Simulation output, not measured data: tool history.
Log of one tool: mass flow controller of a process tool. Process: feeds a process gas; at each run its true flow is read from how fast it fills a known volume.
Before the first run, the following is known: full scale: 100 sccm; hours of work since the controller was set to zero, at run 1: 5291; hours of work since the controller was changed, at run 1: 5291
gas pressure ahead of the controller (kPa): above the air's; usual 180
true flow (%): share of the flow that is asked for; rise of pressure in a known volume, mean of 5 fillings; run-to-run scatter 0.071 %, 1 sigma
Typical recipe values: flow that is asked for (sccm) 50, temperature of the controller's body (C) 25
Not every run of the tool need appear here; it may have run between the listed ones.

run	hour	flow that is asked for (sccm)	gas pressure ahead of the controller (kPa)	temperature of the controller's body (C)	hours of work since the controller was set to zero	hours of work since the controller was changed	true flow (%)
1	0.0	50	180	25	5291	5291	96.46
2	474.4	50	180	25	5478	5478	96.42
3	826.4	50	180	25	5617	5617	96.23
4	1167.8	50	180	25	5751	5751	96.32
5	1562.6	50	180	34	5907	5907	96.73
6	2065.4	50	200	34	6105	6105	96.69
7	2556.3	50	180	39	6299	6299	96.96
8	3060.4	50	180	39	6498	6498	96.74
9	3536.4	50	222	25	6685	6685	95.94
10	3887.9	50	222	25	6824	6824	95.76
11	4244.5	50	222	25	6965	6965	95.66
12	4499.4	50	222	25	7065	7065	95.68
13	4815.6	50	222	25	7190	7190	95.63
14	5047.8	50	222	25	7281	7281	95.62
15	5423.5	12	180	25	7429	7429	87.91
# hour 5507.9: controller exchanged for a calibrated one
16	5875.2	12	180	25	145	145	98.76
17	6128.4	50	243	25	245	245	99.62
18	6560.7	50	224	25	415	415	99.42
19	6795.0	50	180	25	508	508	98.97
20	7042.6	50	180	25	605	605	99.04
21	7566.9	50	180	25	812	812	98.74
22	7874.5	50	180	25	933	933	98.75
23	8265.4	89	180	38	1087	1087	99.93
24	8478.4	89	180	38	1171	1171	99.93
25	8952.8	89	180	38	1358	1358	100.00
26	9280.8	84	180	24	1488	1488	98.97
27	9492.8	84	180	24	1571	1571	98.76
28	9948.2	61	176	27	1751	1751	98.44
29	10210.3	61	176	28	1854	1854	98.53
30	10595.8	61	176	28	2006	2006	98.55
31	10831.8	49	222	22	2099	2099	98.11
32	11106.5	49	222	22	2208	2208	98.12
33	11601.0	49	265	32	2402	2402	99.07
34	12030.4	50	237	25	2572	2572	98.10
35	12529.1	11	224	33	2768	2768	95.35
36	12931.5	11	224	33	2927	2927	95.15
37	13400.2	11	224	29	3112	3112	94.51
38	13869.3	53	224	31	3297	3297	98.13
39	14314.9	53	224	31	3473	3473	98.04
40	14643.2	85	164	20	3602	3602	97.34
41	15012.6	85	270	20	3748	3748	98.24

Consider 4 possible next runs. They are alternatives, not a sequence: every one starts from the tool as it was left by run 41. What does each give?
A	15501.3	19	198	20	3940	3940	?
B	15501.3	58	270	20	3940	3940	?
C	15501.3	58	180	25	3940	3940	?
D	15501.3	85	176	23	3940	3940	?

run	true flow (%)
A	94.55
B	97.44
C	97.17
D	97.55
The same runs, with their run-to-run variation unchanged, on a tool lacking any hidden condition would have given:
run	true flow (%)
A	99.01
B	99.83
C	99.56
D	99.62
